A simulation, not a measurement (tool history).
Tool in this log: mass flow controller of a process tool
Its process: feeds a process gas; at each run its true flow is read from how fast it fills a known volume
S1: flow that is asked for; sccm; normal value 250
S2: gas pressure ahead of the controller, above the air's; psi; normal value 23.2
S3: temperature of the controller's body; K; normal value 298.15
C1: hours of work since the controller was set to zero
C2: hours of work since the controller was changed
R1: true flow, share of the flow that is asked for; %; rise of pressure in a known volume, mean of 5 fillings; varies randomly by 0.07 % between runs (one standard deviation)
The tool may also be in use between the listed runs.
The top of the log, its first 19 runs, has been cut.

run 20 hour=1900.9 | S1=250 S2=23.2 S3=298.15 | C1=2347 C2=2347 | R1=99.27
run 21 hour=2028.4 | S1=250 S2=27.4 S3=309.15 | C1=2447 C2=2447 | R1=98.70
run 22 hour=2129.5 | S1=250 S2=27.4 S3=309.15 | C1=2525 C2=2525 | R1=98.62
run 23 hour=2222.9 | S1=410 S2=23.2 S3=295.15 | C1=2598 C2=2598 | R1=100.06
run 24 hour=2328.0 | S1=250 S2=21.2 S3=309.15 | C1=2679 C2=2679 | R1=99.10
run 25 hour=2466.0 | S1=250 S2=21.2 S3=309.15 | C1=2787 C2=2787 | R1=99.17
run 26 hour=2566.9 | S1=369 S2=20.7 S3=309.15 | C1=2865 C2=2865 | R1=99.60
run 27 hour=2661.6 | S1=336 S2=20.7 S3=296.15 | C1=2939 C2=2939 | R1=99.94
run 28 hour=2737.5 | S1=73 S2=20.6 S3=298.15 | C1=2998 C2=2998 | R1=101.71
run 29 hour=2804.6 | S1=340 S2=31.8 S3=304.15 | C1=3050 C2=3050 | R1=99.13
run 30 hour=2891.6 | S1=143 S2=28.0 S3=308.15 | C1=3117 C2=3117 | R1=99.18
run 31 hour=3005.5 | S1=381 S2=28.0 S3=308.15 | C1=3206 C2=3206 | R1=99.31
run 32 hour=3147.2 | S1=381 S2=28.0 S3=308.15 | C1=3316 C2=3316 | R1=99.32
run 33 hour=3271.2 | S1=381 S2=28.0 S3=308.15 | C1=3413 C2=3413 | R1=99.32
run 34 hour=3402.5 | S1=381 S2=35.7 S3=308.15 | C1=3515 C2=3515 | R1=99.04
run 35 hour=3530.1 | S1=381 S2=35.7 S3=307.15 | C1=3614 C2=3614 | R1=99.02
run 36 hour=3659.7 | S1=110 S2=38.1 S3=298.15 | C1=3714 C2=3714 | R1=100.00
run 37 hour=3726.3 | S1=250 S2=29.6 S3=303.15 | C1=3766 C2=3766 | R1=99.11
run 38 hour=3827.3 | S1=181 S2=28.7 S3=305.15 | C1=3845 C2=3845 | R1=99.22
run 39 hour=3897.1 | S1=181 S2=28.7 S3=305.15 | C1=3899 C2=3899 | R1=99.39
run 40 hour=4044.3 | S1=355 S2=38.7 S3=295.15 | C1=4013 C2=4013 | R1=99.34

Forecast each of these 5 alternatives for the next run:
run A hour=4132.3 | S1=250 S2=34.1 S3=298.15 | C1=4082 C2=4082 | R1=?
run B hour=4132.3 | S1=74 S2=23.2 S3=298.15 | C1=4082 C2=4082 | R1=?
run C hour=4132.3 | S1=486 S2=31.9 S3=298.15 | C1=4082 C2=4082 | R1=?
run D hour=4132.3 | S1=178 S2=38.7 S3=293.15 | C1=4082 C2=4082 | R1=?
run E hour=4132.3 | S1=194 S2=35.1 S3=300.15 | C1=4082 C2=4082 | R1=?

run=A R1=99.13
run=B R1=102.67
run=C R1=100.03
run=D R1=99.59
run=E R1=99.18
The same runs, with their run-to-run variation unchanged, on a tool lacking any hidden condition would have given:
run=A R1=97.99
run=B R1=97.43
run=C R1=99.72
run=D R1=97.74
run=E R1=97.54

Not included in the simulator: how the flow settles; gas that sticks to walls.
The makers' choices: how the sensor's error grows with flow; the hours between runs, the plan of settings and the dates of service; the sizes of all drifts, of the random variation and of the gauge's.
